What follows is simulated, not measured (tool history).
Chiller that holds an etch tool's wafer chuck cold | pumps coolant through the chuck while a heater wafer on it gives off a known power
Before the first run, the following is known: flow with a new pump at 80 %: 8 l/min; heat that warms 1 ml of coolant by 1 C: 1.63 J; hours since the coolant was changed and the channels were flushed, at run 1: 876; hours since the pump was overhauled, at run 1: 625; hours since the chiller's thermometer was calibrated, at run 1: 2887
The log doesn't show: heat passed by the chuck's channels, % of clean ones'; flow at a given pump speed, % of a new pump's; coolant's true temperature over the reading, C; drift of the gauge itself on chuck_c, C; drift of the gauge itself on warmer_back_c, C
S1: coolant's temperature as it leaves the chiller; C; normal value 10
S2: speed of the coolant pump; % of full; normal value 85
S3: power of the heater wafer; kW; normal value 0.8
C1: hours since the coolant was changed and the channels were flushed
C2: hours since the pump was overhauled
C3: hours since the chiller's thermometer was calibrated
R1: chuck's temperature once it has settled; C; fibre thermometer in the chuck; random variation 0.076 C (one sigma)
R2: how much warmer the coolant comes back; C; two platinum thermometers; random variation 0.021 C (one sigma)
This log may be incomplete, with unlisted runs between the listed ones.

Run 1, day 0: usual settings; C1 876; C2 625; C3 2887. Result: R1 16.02 C, R2 3.45 C.
Run 2, day 0.779: usual settings but S1 14 C; C1 895; C2 644; C3 2906. Result: R1 19.94 C, R2 3.47 C.
Run 3, day 1.496: usual settings but S1 14 C; C1 912; C2 661; C3 2923. Result: R1 19.93 C, R2 3.45 C.
Run 4, day 2.65: usual settings but S3 0.595 kW; C1 940; C2 689; C3 2951. Result: R1 14.38 C, R2 2.56 C.
Run 5, day 3.862: usual settings but S3 0.595 kW; C1 969; C2 718; C3 2980. Result: R1 14.39 C, R2 2.53 C.
Run 6, day 5.054: usual settings but S3 0.712 kW; C1 998; C2 746; C3 3009. Result: R1 15.3 C, R2 3.07 C.
Run 7, day 6.433: usual settings but S3 0.712 kW; C1 1031; C2 779; C3 3042. Result: R1 15.25 C, R2 3.05 C.
Run 8, day 7.075: usual settings but S3 0.712 kW; C1 1046; C2 795; C3 3057. Result: R1 15.37 C, R2 3.03 C.
Run 9, day 8.567: usual settings but S2 95 % of full, S3 0.712 kW; C1 1082; C2 831; C3 3093. Result: R1 14.8 C, R2 2.71 C.
Run 10, day 9.846: usual settings but S2 95 % of full, S3 0.712 kW; C1 1113; C2 861; C3 3124. Result: R1 14.8 C, R2 2.67 C.
Run 11, day 11.208: usual settings but S1 14 C; C1 1145; C2 894; C3 3156. Result: R1 19.92 C, R2 3.39 C.
Run 12, day 12.362: usual settings but S1 4 C; C1 1173; C2 922; C3 3184. Result: R1 9.83 C, R2 3.36 C.
Run 13, day 13.371: usual settings but S1 4 C; C1 1197; C2 946; C3 3208. Result: R1 10 C, R2 3.35 C.
Run 14, day 14.275: usual settings; C1 1219; C2 968; C3 3230. Result: R1 15.87 C, R2 3.34 C.
Run 15, day 15.054: usual settings; C1 1238; C2 986; C3 3249. Result: R1 16.07 C, R2 3.37 C.
Run 16, day 15.767: usual settings; C1 1255; C2 1003; C3 3266. Result: R1 15.93 C, R2 3.35 C.
Run 17, day 16.717: usual settings but S2 81 % of full; C1 1278; C2 1026; C3 3288. Result: R1 16.19 C, R2 3.52 C.
Run 18, day 17.858: usual settings but S2 81 % of full; C1 1305; C2 1054; C3 3316. Result: R1 16.16 C, R2 3.53 C.
Run 19, day 19.175: usual settings but S1 18 C, S2 71 % of full, S3 0.764 kW; C1 1337; C2 1085; C3 3348. Result: R1 24.58 C, R2 3.83 C.
Run 20, day 19.888: usual settings but S1 18 C, S2 71 % of full, S3 0.764 kW; C1 1354; C2 1102; C3 3365. Result: R1 24.67 C, R2 3.91 C.
Run 21, day 20.658: usual settings but S1 18 C, S2 71 % of full, S3 0.764 kW; C1 1372; C2 1121; C3 3383. Result: R1 24.73 C, R2 3.9 C.
Run 22, day 21.817: usual settings but S1 18 C, S2 71 % of full, S3 0.764 kW; C1 1400; C2 1149; C3 3411. Result: R1 24.77 C, R2 3.85 C.
Run 23, day 22.862: usual settings but S1 18 C, S2 71 % of full, S3 0.764 kW; C1 1425; C2 1174; C3 3436. Result: R1 24.77 C, R2 3.84 C.
Run 24, day 24.167: usual settings but S1 18 C, S2 71 % of full, S3 0.764 kW; C1 1456; C2 1205; C3 3467. Result: R1 24.53 C, R2 3.85 C.
Run 25, day 25.325: usual settings but S1 20 C, S2 93 % of full, S3 0.589 kW; C1 1484; C2 1233; C3 3495. Result: R1 23.99 C, R2 2.13 C.
Run 26, day 26.829: usual settings but S1 3 C, S2 90 % of full, S3 0.829 kW; C1 1520; C2 1269; C3 3531. Result: R1 8.91 C, R2 3.2 C.
At day 28.042: chiller's thermometer calibrated.
Run 27, day 28.3: usual settings but S1 3 C, S2 90 % of full, S3 0.829 kW; C1 1555; C2 1303; C3 6. Result: R1 8.83 C, R2 3.19 C.
Run 28, day 29.392: usual settings but S1 13 C, S2 77 % of full, S3 0.587 kW; C1 1581; C2 1329; C3 32. Result: R1 17.78 C, R2 2.64 C.
Run 29, day 30.658: usual settings but S1 13 C, S2 77 % of full, S3 0.587 kW; C1 1611; C2 1360; C3 63. Result: R1 17.83 C, R2 2.64 C.
Run 30, day 32.05: usual settings but S1 13 C, S2 77 % of full, S3 0.587 kW; C1 1645; C2 1393; C3 96. Result: R1 17.66 C, R2 2.64 C.
Run 31, day 33.588: usual settings but S1 13 C, S2 73 % of full, S3 0.587 kW; C1 1682; C2 1430; C3 133. Result: R1 17.88 C, R2 2.77 C.
Run 32, day 34.333: usual settings but S1 13 C, S2 73 % of full, S3 0.587 kW; C1 1699; C2 1448; C3 151. Result: R1 17.96 C, R2 2.76 C.

How the hidden state differs across the entries between the runs, from the last listed run before each to the first after it:
After run 26, before run 27: chiller's thermometer calibrated (day 28.042)
  coolant's true temperature over the reading, C: 0.01 -> 0; drift of the gauge itself on warmer_back_c, C: -0.16 -> -0.17
  what was measured, less what the result would be without the hidden state, R2: -0.16 -> -0.16 C
